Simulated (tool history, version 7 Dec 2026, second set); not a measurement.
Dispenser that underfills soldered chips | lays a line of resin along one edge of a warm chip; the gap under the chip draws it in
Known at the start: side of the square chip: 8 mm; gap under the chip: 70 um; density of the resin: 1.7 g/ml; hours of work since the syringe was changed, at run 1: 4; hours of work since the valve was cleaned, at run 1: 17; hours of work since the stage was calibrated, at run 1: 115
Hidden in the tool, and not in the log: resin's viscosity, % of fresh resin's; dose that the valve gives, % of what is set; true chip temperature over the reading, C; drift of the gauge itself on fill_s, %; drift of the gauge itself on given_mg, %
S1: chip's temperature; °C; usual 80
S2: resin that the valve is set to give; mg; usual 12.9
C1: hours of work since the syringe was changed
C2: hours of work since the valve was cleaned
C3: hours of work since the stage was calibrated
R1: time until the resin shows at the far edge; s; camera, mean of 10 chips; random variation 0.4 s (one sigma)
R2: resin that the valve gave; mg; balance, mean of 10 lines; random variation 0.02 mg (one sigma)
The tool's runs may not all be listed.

Run 1, hour 0: usual settings; C1 4; C2 17; C3 115. Result: R1 32.6 s, R2 12.76 mg.
Run 2, hour 4.6: usual settings; C1 7; C2 20; C3 118. Result: R1 40.9 s, R2 12.78 mg.
Run 3, hour 7.6: usual settings; C1 9; C2 22; C3 120. Result: R1 43.6 s, R2 12.72 mg.
Run 4, hour 10.3: usual settings but S2 15.8 mg; C1 10; C2 23; C3 122. Result: R1 48.4 s, R2 15.6 mg.
At hour 10.9: new syringe of resin.
Run 5, hour 13: usual settings but S2 15.8 mg; C1 1; C2 25; C3 123. Result: R1 28.2 s, R2 15.64 mg.
Run 6, hour 16.2: usual settings but S2 15.8 mg; C1 3; C2 27; C3 125. Result: R1 32.2 s, R2 15.56 mg.
Run 7, hour 20.1: usual settings but S2 14.2 mg; C1 6; C2 29; C3 128. Result: R1 37.2 s, R2 13.97 mg.
Run 8, hour 23.6: usual settings; C1 8; C2 31; C3 130. Result: R1 42.1 s, R2 12.67 mg.
Run 9, hour 25.9: usual settings; C1 9; C2 33; C3 131. Result: R1 46.9 s, R2 12.68 mg.
At hour 28.4: new syringe of resin.
Run 10, hour 29: usual settings; C1 0; C2 35; C3 133. Result: R1 26.4 s, R2 12.7 mg.
Run 11, hour 30.9: usual settings but S2 16.8 mg; C1 2; C2 36; C3 134. Result: R1 28.1 s, R2 16.43 mg.
Run 12, hour 34.3: usual settings but S2 16.8 mg; C1 4; C2 38; C3 136. Result: R1 31.3 s, R2 16.47 mg.
Run 13, hour 38.6: usual settings but S2 16.8 mg; C1 6; C2 41; C3 139. Result: R1 36 s, R2 16.46 mg.
Run 14, hour 41.3: usual settings but S2 12 mg; C1 8; C2 42; C3 141. Result: R1 41.9 s, R2 11.72 mg.
At hour 43.8: dispensing valve cleaned and set on the balance.
Run 15, hour 44.9: usual settings but S2 12 mg; C1 10; C2 1; C3 142. Result: R1 46.1 s, R2 12.01 mg.
At hour 46.7: new syringe of resin.
Run 16, hour 47.4: usual settings but S2 12 mg; C1 0; C2 2; C3 144. Result: R1 26.9 s, R2 11.97 mg.
Run 17, hour 51.4: usual settings but S2 12 mg; C1 3; C2 5; C3 146. Result: R1 30.9 s, R2 11.98 mg.
Run 18, hour 55.9: usual settings but S1 84 °C; C1 6; C2 7; C3 149. Result: R1 31.5 s, R2 12.82 mg.
Run 19, hour 57.9: usual settings but S1 84 °C, S2 15.5 mg; C1 7; C2 9; C3 150. Result: R1 33.6 s, R2 15.46 mg.
Run 20, hour 61.7: usual settings but S1 73 °C, S2 16.5 mg; C1 9; C2 11; C3 153. Result: R1 59.3 s, R2 16.43 mg.
At hour 63.9: new syringe of resin.
Run 21, hour 66.2: usual settings but S1 66 °C, S2 13.7 mg; C1 1; C2 14; C3 155. Result: R1 49.1 s, R2 13.64 mg.
Run 22, hour 68.8: usual settings but S1 66 °C, S2 13.7 mg; C1 3; C2 15; C3 157. Result: R1 54.8 s, R2 13.57 mg.
Run 23, hour 73.4: usual settings but S1 94 °C, S2 13.6 mg; C1 6; C2 18; C3 160. Result: R1 21.7 s, R2 13.48 mg.
Run 24, hour 76.8: usual settings but S1 78 °C; C1 8; C2 20; C3 162. Result: R1 45.5 s, R2 12.77 mg.
Run 25, hour 79: usual settings but S1 78 °C; C1 9; C2 21; C3 163. Result: R1 49.1 s, R2 12.76 mg.
At hour 81.2: new syringe of resin.
Run 26, hour 81.2: usual settings but S1 66 °C, S2 14.3 mg; C1 0; C2 23; C3 164. Result: R1 45.2 s, R2 14.15 mg.
Run 27, hour 84.6: usual settings but S1 66 °C, S2 14.4 mg; C1 2; C2 25; C3 166. Result: R1 50.9 s, R2 14.24 mg.
Run 28, hour 87.8: usual settings but S1 66 °C, S2 14.4 mg; C1 4; C2 27; C3 168. Result: R1 58.2 s, R2 14.22 mg.
Run 29, hour 90.1: usual settings but S1 69 °C, S2 11.4 mg; C1 5; C2 28; C3 170. Result: R1 58 s, R2 11.23 mg.
Run 30, hour 92.8: usual settings but S1 70 °C, S2 13.6 mg; C1 7; C2 30; C3 172. Result: R1 59.8 s, R2 13.4 mg.
Run 31, hour 95.8: usual settings but S1 79 °C; C1 9; C2 32; C3 173. Result: R1 45.4 s, R2 12.71 mg.
Run 32, hour 98: usual settings but S1 68 °C, S2 14 mg; C1 10; C2 33; C3 175. Result: R1 77.5 s, R2 13.75 mg.
At hour 98.6: new syringe of resin.
Run 33, hour 100.6: usual settings but S1 84 °C, S2 14.7 mg; C1 1; C2 35; C3 176. Result: R1 23.3 s, R2 14.47 mg.
Run 34, hour 103.3: usual settings but S1 84 °C, S2 14.7 mg; C1 3; C2 36; C3 178. Result: R1 25.9 s, R2 14.5 mg.
Run 35, hour 108: usual settings but S1 68 °C, S2 11.6 mg; C1 6; C2 39; C3 181. Result: R1 59.8 s, R2 11.38 mg.
Run 36, hour 111.3: usual settings but S1 67 °C, S2 15.5 mg; C1 8; C2 41; C3 183. Result: R1 69 s, R2 15.2 mg.

The same runs without the tool's hidden state, with the same run-to-run variation:
run    R1     R2
  1  25.9  12.88
  2  27.4  12.92
  3  26.3  12.87
  4  26.3  15.79
  5  26.2  15.84
  6  26.5  15.78
  7  26.4  14.19
  8  25.9  12.88
  9  26.9  12.89
 10  26.6  12.92
 11  26.3  16.74
 12  25.8  16.79
 13  25.2   16.8
 14  26.6  11.97
 15  26.7  12.01
 16  26.6  11.97
 17  26.3     12
 18  22.8  12.86
 19  22.6  15.52
 20  34.4  16.51
 21  46.6  13.72
 22  47.1  13.66
 23  15.7  13.58
 24  29.1  12.89
 25  28.6  12.88
 26  46.9   14.3
 27  46.4   14.4
 28  47.1  14.39
 29  43.2  11.37
 30    40  13.59
 31  27.2   12.9
 32  42.7  13.96
 33  22.5   14.7
 34  22.5  14.74
 35  43.8  11.58
 36  44.4  15.49

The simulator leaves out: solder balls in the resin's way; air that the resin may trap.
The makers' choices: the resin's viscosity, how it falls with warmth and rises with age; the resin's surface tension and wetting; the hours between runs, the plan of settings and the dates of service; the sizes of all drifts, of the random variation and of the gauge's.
